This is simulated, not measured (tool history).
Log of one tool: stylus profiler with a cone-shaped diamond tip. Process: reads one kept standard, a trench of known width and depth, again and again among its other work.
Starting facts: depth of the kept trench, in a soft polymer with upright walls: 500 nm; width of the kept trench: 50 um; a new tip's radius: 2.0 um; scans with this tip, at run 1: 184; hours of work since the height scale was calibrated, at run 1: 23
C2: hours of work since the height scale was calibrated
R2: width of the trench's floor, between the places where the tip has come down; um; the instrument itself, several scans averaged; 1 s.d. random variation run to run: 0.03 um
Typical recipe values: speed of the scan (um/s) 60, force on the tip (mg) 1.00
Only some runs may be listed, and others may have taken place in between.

run 1 hour=0.0 | speed_of_the_scan_(um/s)=60 force_on_the_tip_(mg)=1.00 | scans_with_this_tip=184 C2=23 | depth_of_the_trench_(nm)=504.05 R2=46.70
run 2 hour=10.1 | speed_of_the_scan_(um/s)=60 force_on_the_tip_(mg)=1.00 | scans_with_this_tip=221 C2=28 | depth_of_the_trench_(nm)=504.10 R2=46.75
run 3 hour=17.2 | speed_of_the_scan_(um/s)=60 force_on_the_tip_(mg)=1.00 | scans_with_this_tip=247 C2=31 | depth_of_the_trench_(nm)=503.92 R2=46.75
run 4 hour=26.3 | speed_of_the_scan_(um/s)=60 force_on_the_tip_(mg)=1.00 | scans_with_this_tip=280 C2=35 | depth_of_the_trench_(nm)=504.04 R2=46.75
run 5 hour=37.2 | speed_of_the_scan_(um/s)=60 force_on_the_tip_(mg)=1.00 | scans_with_this_tip=320 C2=40 | depth_of_the_trench_(nm)=504.10 R2=46.76
run 6 hour=52.3 | speed_of_the_scan_(um/s)=60 force_on_the_tip_(mg)=0.48 | scans_with_this_tip=376 C2=47 | depth_of_the_trench_(nm)=502.50 R2=46.49
run 7 hour=62.8 | speed_of_the_scan_(um/s)=60 force_on_the_tip_(mg)=1.00 | scans_with_this_tip=415 C2=52 | depth_of_the_trench_(nm)=504.00 R2=46.73
run 8 hour=76.1 | speed_of_the_scan_(um/s)=60 force_on_the_tip_(mg)=1.00 | scans_with_this_tip=463 C2=58 | depth_of_the_trench_(nm)=504.02 R2=46.81
run 9 hour=92.1 | speed_of_the_scan_(um/s)=60 force_on_the_tip_(mg)=1.00 | scans_with_this_tip=522 C2=65 | depth_of_the_trench_(nm)=504.05 R2=46.77
run 10 hour=102.5 | speed_of_the_scan_(um/s)=60 force_on_the_tip_(mg)=1.00 | scans_with_this_tip=560 C2=70 | depth_of_the_trench_(nm)=504.14 R2=46.76
run 11 hour=115.7 | speed_of_the_scan_(um/s)=60 force_on_the_tip_(mg)=1.00 | scans_with_this_tip=608 C2=76 | depth_of_the_trench_(nm)=504.14 R2=46.65
run 12 hour=131.5 | speed_of_the_scan_(um/s)=60 force_on_the_tip_(mg)=1.00 | scans_with_this_tip=666 C2=83 | depth_of_the_trench_(nm)=504.10 R2=46.71
run 13 hour=138.7 | speed_of_the_scan_(um/s)=60 force_on_the_tip_(mg)=1.00 | scans_with_this_tip=693 C2=87 | depth_of_the_trench_(nm)=504.08 R2=46.70
run 14 hour=147.6 | speed_of_the_scan_(um/s)=15 force_on_the_tip_(mg)=2.31 | scans_with_this_tip=726 C2=91 | depth_of_the_trench_(nm)=507.03 R2=47.21
run 15 hour=158.1 | speed_of_the_scan_(um/s)=15 force_on_the_tip_(mg)=2.84 | scans_with_this_tip=764 C2=95 | depth_of_the_trench_(nm)=508.22 R2=47.25
run 16 hour=174.4 | speed_of_the_scan_(um/s)=30 force_on_the_tip_(mg)=1.49 | scans_with_this_tip=824 C2=103 | depth_of_the_trench_(nm)=505.24 R2=47.04
run 17 hour=181.8 | speed_of_the_scan_(um/s)=211 force_on_the_tip_(mg)=2.36 | scans_with_this_tip=851 C2=106 | depth_of_the_trench_(nm)=507.14 R2=45.92
run 18 hour=196.1 | speed_of_the_scan_(um/s)=178 force_on_the_tip_(mg)=0.57 | scans_with_this_tip=904 C2=113 | depth_of_the_trench_(nm)=502.81 R2=44.97
run 19 hour=210.9 | speed_of_the_scan_(um/s)=215 force_on_the_tip_(mg)=2.01 | scans_with_this_tip=958 C2=120 | depth_of_the_trench_(nm)=506.48 R2=45.78
run 20 hour=218.9 | speed_of_the_scan_(um/s)=215 force_on_the_tip_(mg)=2.01 | scans_with_this_tip=988 C2=123 | depth_of_the_trench_(nm)=506.44 R2=45.78
run 21 hour=235.0 | speed_of_the_scan_(um/s)=35 force_on_the_tip_(mg)=1.21 | scans_with_this_tip=1046 C2=131 | depth_of_the_trench_(nm)=504.74 R2=47.04
run 22 hour=251.8 | speed_of_the_scan_(um/s)=150 force_on_the_tip_(mg)=2.02 | scans_with_this_tip=1108 C2=138 | depth_of_the_trench_(nm)=506.58 R2=46.24
run 23 hour=259.6 | speed_of_the_scan_(um/s)=117 force_on_the_tip_(mg)=1.97 | scans_with_this_tip=1137 C2=142 | depth_of_the_trench_(nm)=506.47 R2=46.44
run 24 hour=270.3 | speed_of_the_scan_(um/s)=193 force_on_the_tip_(mg)=1.21 | scans_with_this_tip=1176 C2=147 | depth_of_the_trench_(nm)=504.58 R2=45.50
run 25 hour=282.0 | speed_of_the_scan_(um/s)=39 force_on_the_tip_(mg)=0.78 | scans_with_this_tip=1219 C2=152 | depth_of_the_trench_(nm)=503.58 R2=46.84
run 26 hour=294.5 | speed_of_the_scan_(um/s)=39 force_on_the_tip_(mg)=0.78 | scans_with_this_tip=1265 C2=158 | depth_of_the_trench_(nm)=503.55 R2=46.82

Consider 5 possible next runs. They are alternatives, not a sequence: every one starts from the tool as it was left by run 26. What does each give?
run A hour=305.5 | speed_of_the_scan_(um/s)=175 force_on_the_tip_(mg)=1.60 | scans_with_this_tip=1305 C2=163 | depth_of_the_trench_(nm)=? R2=?
run B hour=305.5 | speed_of_the_scan_(um/s)=68 force_on_the_tip_(mg)=0.89 | scans_with_this_tip=1305 C2=163 | depth_of_the_trench_(nm)=? R2=?
run C hour=305.5 | speed_of_the_scan_(um/s)=39 force_on_the_tip_(mg)=0.34 | scans_with_this_tip=1305 C2=163 | depth_of_the_trench_(nm)=? R2=?
run D hour=305.5 | speed_of_the_scan_(um/s)=60 force_on_the_tip_(mg)=0.84 | scans_with_this_tip=1305 C2=163 | depth_of_the_trench_(nm)=? R2=?
run E hour=305.5 | speed_of_the_scan_(um/s)=47 force_on_the_tip_(mg)=0.53 | scans_with_this_tip=1305 C2=163 | depth_of_the_trench_(nm)=? R2=?

run=A depth_of_the_trench_(nm)=505.60 R2=45.91
run=B depth_of_the_trench_(nm)=503.77 R2=46.54
run=C depth_of_the_trench_(nm)=501.98 R2=46.54
run=D depth_of_the_trench_(nm)=503.65 R2=46.62
run=E depth_of_the_trench_(nm)=502.76 R2=46.58
Had the tool no hidden state, the same runs would have come out as:
run=A depth_of_the_trench_(nm)=505.51 R2=45.99
run=B depth_of_the_trench_(nm)=503.68 R2=46.63
run=C depth_of_the_trench_(nm)=501.90 R2=46.63
run=D depth_of_the_trench_(nm)=503.56 R2=46.71
run=E depth_of_the_trench_(nm)=502.67 R2=46.67
